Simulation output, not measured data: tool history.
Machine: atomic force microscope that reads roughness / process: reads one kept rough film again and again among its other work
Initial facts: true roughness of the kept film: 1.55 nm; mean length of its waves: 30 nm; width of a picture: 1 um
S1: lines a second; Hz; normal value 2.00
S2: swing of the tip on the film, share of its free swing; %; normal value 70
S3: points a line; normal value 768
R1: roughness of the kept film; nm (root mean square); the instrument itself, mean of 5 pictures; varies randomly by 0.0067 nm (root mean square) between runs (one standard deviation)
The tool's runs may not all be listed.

run 1 hour=0.0 | S1=2.00 S2=70 S3=768 | R1=1.367
run 2 hour=8.8 | S1=2.00 S2=70 S3=891 | R1=1.346
run 3 hour=22.5 | S1=0.53 S2=70 S3=768 | R1=1.444
run 4 hour=32.0 | S1=2.00 S2=70 S3=768 | R1=1.346
run 5 hour=42.4 | S1=2.00 S2=70 S3=768 | R1=1.345
run 6 hour=54.9 | S1=2.00 S2=70 S3=768 | R1=1.352
run 7 hour=67.8 | S1=2.00 S2=70 S3=768 | R1=1.342
run 8 hour=77.9 | S1=2.00 S2=70 S3=768 | R1=1.336
run 9 hour=85.1 | S1=2.00 S2=70 S3=768 | R1=1.349
run 10 hour=93.5 | S1=1.99 S2=70 S3=768 | R1=1.354
run 11 hour=107.3 | S1=1.99 S2=70 S3=768 | R1=1.342
run 12 hour=118.9 | S1=1.99 S2=70 S3=768 | R1=1.360
run 13 hour=129.8 | S1=1.99 S2=70 S3=768 | R1=1.352
run 14 hour=139.7 | S1=1.99 S2=70 S3=768 | R1=1.343
run 15 hour=152.5 | S1=2.00 S2=70 S3=768 | R1=1.356
run 16 hour=165.1 | S1=2.00 S2=70 S3=768 | R1=1.364
run 17 hour=171.8 | S1=2.00 S2=70 S3=768 | R1=1.345
run 18 hour=185.0 | S1=1.19 S2=70 S3=768 | R1=1.404
run 19 hour=192.2 | S1=1.19 S2=70 S3=768 | R1=1.396
run 20 hour=201.2 | S1=2.00 S2=70 S3=768 | R1=1.359
run 21 hour=213.5 | S1=2.00 S2=70 S3=768 | R1=1.358
run 22 hour=222.6 | S1=2.00 S2=64 S3=768 | R1=1.386
run 23 hour=233.5 | S1=2.00 S2=70 S3=648 | R1=1.351
run 24 hour=248.4 | S1=2.00 S2=70 S3=648 | R1=1.343
run 25 hour=263.4 | S1=2.00 S2=70 S3=648 | R1=1.344
run 26 hour=276.0 | S1=2.00 S2=70 S3=648 | R1=1.349
run 27 hour=290.9 | S1=2.00 S2=70 S3=648 | R1=1.355
run 28 hour=305.3 | S1=2.00 S2=70 S3=648 | R1=1.349
run 29 hour=317.3 | S1=3.99 S2=70 S3=637 | R1=1.250
run 30 hour=332.2 | S1=2.00 S2=70 S3=260 | R1=1.324
run 31 hour=341.9 | S1=0.63 S2=80 S3=392 | R1=1.394
run 32 hour=355.7 | S1=0.63 S2=80 S3=392 | R1=1.395
run 33 hour=367.2 | S1=0.63 S2=80 S3=392 | R1=1.395
run 34 hour=379.4 | S1=0.63 S2=80 S3=392 | R1=1.390
run 35 hour=392.7 | S1=0.63 S2=80 S3=392 | R1=1.393
run 36 hour=406.4 | S1=2.00 S2=62 S3=680 | R1=1.405
run 37 hour=419.8 | S1=1.06 S2=75 S3=361 | R1=1.367
run 38 hour=427.1 | S1=1.06 S2=63 S3=361 | R1=1.426
run 39 hour=439.1 | S1=1.08 S2=63 S3=582 | R1=1.423
run 40 hour=453.6 | S1=0.60 S2=88 S3=582 | R1=1.380
run 41 hour=465.6 | S1=2.00 S2=70 S3=272 | R1=1.331
run 42 hour=473.9 | S1=2.00 S2=63 S3=689 | R1=1.385
run 43 hour=486.9 | S1=2.00 S2=63 S3=689 | R1=1.387
run 44 hour=503.7 | S1=0.89 S2=83 S3=768 | R1=1.369

Not shown: 5 entries that the log had between the listed runs. Between which runs, and how does the tool's hidden state differ before and after?
In the gap between runs 8 and 9: new tip fitted (hour 80.6)
  radius of the tip, nm: 7.7 -> 7
In the gap between runs 17 and 18: new tip fitted (hour 183.0)
  radius of the tip, nm: 7.6 -> 7
In the gap between runs 26 and 27: new tip fitted (hour 285.1)
  radius of the tip, nm: 7.6 -> 7.1
In the gap between runs 34 and 35: new tip fitted (hour 387.6)
  radius of the tip, nm: 7.6 -> 7
In the gap between runs 43 and 44: new tip fitted (hour 490.0)
  radius of the tip, nm: 7.6 -> 7.1
